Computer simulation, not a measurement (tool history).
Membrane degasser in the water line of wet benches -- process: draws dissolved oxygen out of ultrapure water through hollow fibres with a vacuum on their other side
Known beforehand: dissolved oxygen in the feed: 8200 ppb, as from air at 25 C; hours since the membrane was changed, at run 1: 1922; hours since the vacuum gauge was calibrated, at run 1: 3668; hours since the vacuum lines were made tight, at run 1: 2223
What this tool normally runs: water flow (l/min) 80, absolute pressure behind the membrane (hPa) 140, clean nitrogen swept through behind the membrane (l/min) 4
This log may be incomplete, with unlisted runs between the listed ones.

run   hour  water flow (l/min)  absolute pressure behind the membrane (hPa)  clean nitrogen swept through behind the membrane (l/min)  hours since the membrane was changed  hours since the vacuum gauge was calibrated  hours since the vacuum lines were made tight  dissolved oxygen in the water behind the degasser (ppb)  pressure that the water loses in the fibres (hPa)
  1      0                  80                                          140                                                         4                                  1922                                         3668                                          2223                                                    552.9                                              443.9
  2   34.6                  80                                          140                                                         4                                  1957                                         3702                                          2258                                                    553.2                                              445.2
  3   67.9                  80                                           94                                                         4                                  1990                                         3735                                          2291                                                    371.6                                              447.1
  4   90.9                  80                                          174                                                         4                                  2013                                         3758                                          2314                                                      688                                              443.5
  5  140.6                  80                                          174                                                         4                                  2063                                         3808                                          2364                                                    688.2                                              442.1
  6  183.4                  80                                           88                                                         4                                  2105                                         3851                                          2407                                                    345.9                                              442.9
  7  215.7                  80                                           88                                                         4                                  2138                                         3883                                          2439                                                    344.4                                              441.5
  8  243.7                  85                                          140                                                         4                                  2166                                         3911                                          2467                                                      592                                              470.5
  9  267.7                  85                                          140                                                         4                                  2190                                         3935                                          2491                                                    581.8                                              464.3
 10  316.8                  85                                          140                                                         4                                  2239                                         3984                                          2540                                                    596.8                                                465
 11  360.3                  85                                          140                                                         4                                  2282                                         4028                                          2584                                                    593.2                                                468
 12  413.1                  85                                          140                                                         4                                  2335                                         4081                                          2636                                                    599.3                                              462.1
 13  454.6                  80                                          140                                                      3.29                                  2377                                         4122                                          2678                                                    634.2                                              439.2
 14  504.1                  72                                          259                                                      8.46                                  2426                                         4172                                          2727                                                    512.2                                              393.7
 15  532.1                  80                                          272                                                         4                                  2454                                         4200                                          2755                                                   1041.4                                              435.8
 16  563.5                  80                                          319                                                      6.88                                  2485                                         4231                                          2787                                                    796.3                                              435.4
 17  616.9                  80                                          319                                                      6.88                                  2539                                         4284                                          2840                                                    815.3                                                433
 18  644.6                  80                                          319                                                      9.39                                  2567                                         4312                                          2868                                                    650.9                                              437.6
 19  698.2                  53                                          140                                                      7.61                                  2620                                         4366                                          2921                                                    210.7                                              290.2
 20  723.6                  75                                          138                                                      1.63                                  2646                                         4391                                          2947                                                    942.3                                              405.6
 21  751.7                  62                                          141                                                      2.27                                  2674                                         4419                                          2975                                                    650.7                                              334.6
     760.1  -- gauge calibrated
 22  807.1                  51                                          104                                                      6.23                                  2729                                         4475                                          3030                                                    166.5                                              281.7
 23  835.4                  51                                          104                                                      6.23                                  2757                                         4503                                          3059                                                    165.9                                              279.6
 24    861                  51                                          161                                                      2.54                                  2783                                         4529                                          3084                                                      568                                              284.4
 25  885.8                  80                                           99                                                      9.99                                  2808                                         4553                                          3109                                                    233.3                                              442.2
 26  933.3                  80                                           99                                                      9.99                                  2855                                         4601                                          3157                                                    231.5                                              439.8

For each entry between runs, how does the tool's hidden state at the last listed run before it compare with that at the first listed run after it?
After run 21, before run 22: gauge calibrated (hour 760.1)
  drift of the gauge itself on loss_of_pressure_kpa, %: -2.89 -> -0.18
  the result without the hidden state subtracted from the measured one, pressure that the water loses in the fibres (hPa): -9.9 -> -0.4

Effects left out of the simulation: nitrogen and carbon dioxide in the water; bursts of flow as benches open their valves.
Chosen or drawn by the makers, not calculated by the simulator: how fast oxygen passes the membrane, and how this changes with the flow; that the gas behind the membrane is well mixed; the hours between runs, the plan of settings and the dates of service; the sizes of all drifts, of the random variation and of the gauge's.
